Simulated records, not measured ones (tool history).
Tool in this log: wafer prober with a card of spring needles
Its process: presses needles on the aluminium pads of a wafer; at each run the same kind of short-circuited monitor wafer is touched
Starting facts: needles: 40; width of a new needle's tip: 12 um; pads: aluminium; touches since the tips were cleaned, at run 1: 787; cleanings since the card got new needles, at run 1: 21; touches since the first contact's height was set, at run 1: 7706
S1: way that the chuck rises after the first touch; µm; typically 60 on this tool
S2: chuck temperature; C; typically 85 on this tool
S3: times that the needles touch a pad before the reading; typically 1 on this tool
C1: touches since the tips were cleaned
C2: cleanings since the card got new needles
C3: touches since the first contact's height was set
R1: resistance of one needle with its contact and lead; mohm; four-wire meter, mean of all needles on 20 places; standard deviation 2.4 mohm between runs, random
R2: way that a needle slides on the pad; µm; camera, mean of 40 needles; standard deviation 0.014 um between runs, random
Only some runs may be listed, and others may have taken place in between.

run,hour,S1,S2,S3,C1,C2,C3,R1,R2
1,0,60,85,1,787,21,7706,276,8.53
# hour 10.7: tips cleaned on abrasive film
# hour 22.7: tips cleaned on abrasive film
# hour 36.3: tips cleaned on abrasive film
2,37.5,60,60,1,530,24,23589,271,8.48
# hour 49.8: tips cleaned on abrasive film
# hour 62.8: tips cleaned on abrasive film
# hour 76.4: tips cleaned on abrasive film
3,76.4,60,60,1,0,27,40057,269,8.44
# hour 89.5: tips cleaned on abrasive film
# hour 102.2: tips cleaned on abrasive film
# hour 107.7: tips cleaned on abrasive film, once more
# hour 120.1: tips cleaned on abrasive film
4,120.1,60,60,1,0,31,58557,266,8.41
# hour 132.4: tips cleaned on abrasive film
5,141.4,60,85,1,3837,32,67589,290,8.36
# hour 144: tips cleaned on abrasive film
# hour 156.7: tips cleaned on abrasive film
6,163.7,60,85,1,2959,34,77022,288,8.39
# hour 168.5: tips cleaned on abrasive film
# hour 180.2: tips cleaned on abrasive film
7,188,60,85,1,3323,36,87327,294,8.33
# hour 193.1: tips cleaned on abrasive film
# hour 205.8: tips cleaned on abrasive film
8,210.9,60,85,1,2196,38,97026,288,8.29
# hour 218.4: tips cleaned on abrasive film
# hour 230.6: tips cleaned on abrasive film
9,237.1,60,85,1,2750,40,108102,291,8.3
# hour 242.6: tips cleaned on abrasive film
# hour 242.9: height of the first contact set anew
# hour 255.6: tips cleaned on abrasive film
# hour 268.3: tips cleaned on abrasive film
10,276.3,60,85,1,3427,43,14179,296,8.55
# hour 281.8: tips cleaned on abrasive film
# hour 294.6: tips cleaned on abrasive film
# hour 307.1: tips cleaned on abrasive film
11,316.4,60,85,1,3967,46,31168,294,8.49
# hour 319.2: tips cleaned on abrasive film
# hour 332.8: tips cleaned on abrasive film
12,342.7,60,85,2,4238,48,42311,285,8.45
# hour 345.5: tips cleaned on abrasive film
# hour 358.8: tips cleaned on abrasive film
# hour 371.3: tips cleaned on abrasive film
13,371.3,60,85,2,0,51,54384,269,8.46
# hour 384.2: tips cleaned on abrasive film
14,390.9,60,85,2,2871,52,62726,283,8.41
# hour 395.9: tips cleaned on abrasive film
# hour 407.8: tips cleaned on abrasive film
# hour 421.4: tips cleaned on abrasive film
15,421.5,60,85,2,37,55,75654,277,8.39
# hour 432.4: tips cleaned on abrasive film
# hour 444.9: tips cleaned on abrasive film
16,453.4,60,85,2,3643,57,89203,283,8.35
# hour 456.2: tips cleaned on abrasive film
# hour 469.1: tips cleaned on abrasive film
# hour 480.1: tips cleaned on abrasive film
# hour 493.6: tips cleaned on abrasive film
17,495.5,60,85,2,785,61,106985,277,8.29
# hour 504.8: tips cleaned on abrasive film
# hour 505.1: height of the first contact set anew
# hour 517.7: tips cleaned on abrasive film
18,520,60,85,2,964,63,6287,277,8.53
# hour 530.3: tips cleaned on abrasive film
# hour 542.7: tips cleaned on abrasive film
19,546.2,74,30,2,1529,65,17423,258,10.48
# hour 554.5: tips cleaned on abrasive film
# hour 567.4: tips cleaned on abrasive film
# hour 579.7: tips cleaned on abrasive film
20,580.5,58,59,1,300,68,31895,267,8.15
# hour 591: tips cleaned on abrasive film
# hour 604.4: tips cleaned on abrasive film
21,614,79,71,2,4107,70,46131,274,11.16

Expected results for the next run?
# hour 616.8: tips cleaned on abrasive film
# hour 630.2: tips cleaned on abrasive film
# hour 642.3: tips cleaned on abrasive film
22,652.1,79,71,2,4188,73,62268,?,?

Run 22 produced R1 275 mohm, R2 11.11 µm.
Take away the tool's hidden state, keep the run-to-run variation as it was, and the same run would have given R1 262 mohm, R2 11.26 µm.
